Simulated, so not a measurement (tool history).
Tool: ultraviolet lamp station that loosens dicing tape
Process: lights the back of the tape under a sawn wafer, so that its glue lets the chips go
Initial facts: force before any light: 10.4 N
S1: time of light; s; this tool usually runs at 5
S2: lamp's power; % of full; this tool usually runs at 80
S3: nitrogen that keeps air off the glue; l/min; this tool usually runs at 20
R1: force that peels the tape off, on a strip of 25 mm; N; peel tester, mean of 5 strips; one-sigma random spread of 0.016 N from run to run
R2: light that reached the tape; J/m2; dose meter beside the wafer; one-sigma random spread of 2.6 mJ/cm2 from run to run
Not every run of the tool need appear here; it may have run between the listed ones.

| run | day | S1 | S2 | S3 | R1 | R2 |
|---|---|---|---|---|---|---|
| 1 | 0 | 5 | 80 | 20 | 2.112 | 1920 |
| 2 | 1.112 | 5 | 80 | 20 | 2.21 | 1850 |
|  | 2.038 | lamp changed |
| 3 | 2.15 | 5 | 80 | 20 | 0.9 | 2970 |
| 4 | 3.138 | 5 | 79 | 20 | 0.999 | 2930 |
| 5 | 4.746 | 5 | 80 | 19 | 0.995 | 2900 |
|  | 6.329 | window cleaned of glue's vapour |
| 6 | 6.671 | 5 | 80 | 20 | 1.119 | 2730 |
| 7 | 8.325 | 5 | 80 | 20 | 1.139 | 2680 |
| 8 | 10.096 | 5 | 80 | 7 | 2.389 | 2700 |
| 9 | 11.096 | 5 | 80 | 20 | 1.237 | 2590 |
| 10 | 12.138 | 5 | 80 | 20 | 1.205 | 2540 |
| 11 | 13.908 | 5 | 80 | 20 | 1.292 | 2530 |
|  | 15.625 | window cleaned of glue's vapour, once more |
| 12 | 15.821 | 5 | 80 | 20 | 0.875 | 2990 |
| 13 | 17.762 | 5 | 80 | 20 | 0.979 | 2980 |
| 14 | 19.6 | 5 | 80 | 20 | 1.011 | 2940 |
| 15 | 21.067 | 5 | 88 | 20 | 0.799 | 3160 |
| 16 | 23.079 | 5 | 95 | 20 | 0.759 | 3310 |
| 17 | 25.171 | 5 | 95 | 20 | 0.786 | 3230 |
| 18 | 26.962 | 5 | 65 | 9 | 2.755 | 2150 |
| 19 | 27.983 | 6 | 98 | 9 | 1.021 | 3880 |
| 20 | 30.046 | 3 | 79 | 6 | 4.742 | 1530 |
|  | 31.004 | window cleaned of glue's vapour |
| 21 | 31.642 | 7 | 80 | 20 | 0.503 | 3870 |
| 22 | 32.921 | 7 | 80 | 20 | 0.545 | 3800 |
| 23 | 34.804 | 8 | 64 | 10 | 1.194 | 3420 |
| 24 | 36.533 | 3 | 68 | 8 | 4.67 | 1290 |
| 25 | 37.512 | 5 | 68 | 20 | 1.594 | 2260 |
| 26 | 39.775 | 4 | 68 | 8 | 3.708 | 1700 |
| 27 | 40.75 | 4 | 68 | 8 | 3.778 | 1670 |
| 28 | 42.029 | 4 | 71 | 20 | 2.362 | 1740 |
| 29 | 43.217 | 3 | 83 | 23 | 2.786 | 1500 |
| 30 | 44.621 | 5 | 81 | 20 | 1.462 | 2390 |
| 31 | 45.667 | 4 | 66 | 24 | 2.616 | 1530 |
|  | 46.242 | window cleaned of glue's vapour |
| 32 | 47.125 | 4 | 66 | 24 | 2.364 | 1660 |

Here are 3 independent what-if runs from the current tool condition. What would each one return?
| A | 48.092 | 3 | 66 | 24 | ? | ? |
| B | 48.092 | 4 | 80 | 20 | ? | ? |
| C | 48.092 | 2 | 66 | 12 | ? | ? |

| run | R1 | R2 |
|---|---|---|
| A | 3.493 | 1210 |
| B | 1.948 | 1980 |
| C | 5.777 | 800 |
Without the tool's hidden state the same runs would have given:
| run | R1 | R2 |
|---|---|---|
| A | 2.46 | 1610 |
| B | 1.178 | 2630 |
| C | 4.798 | 1070 |
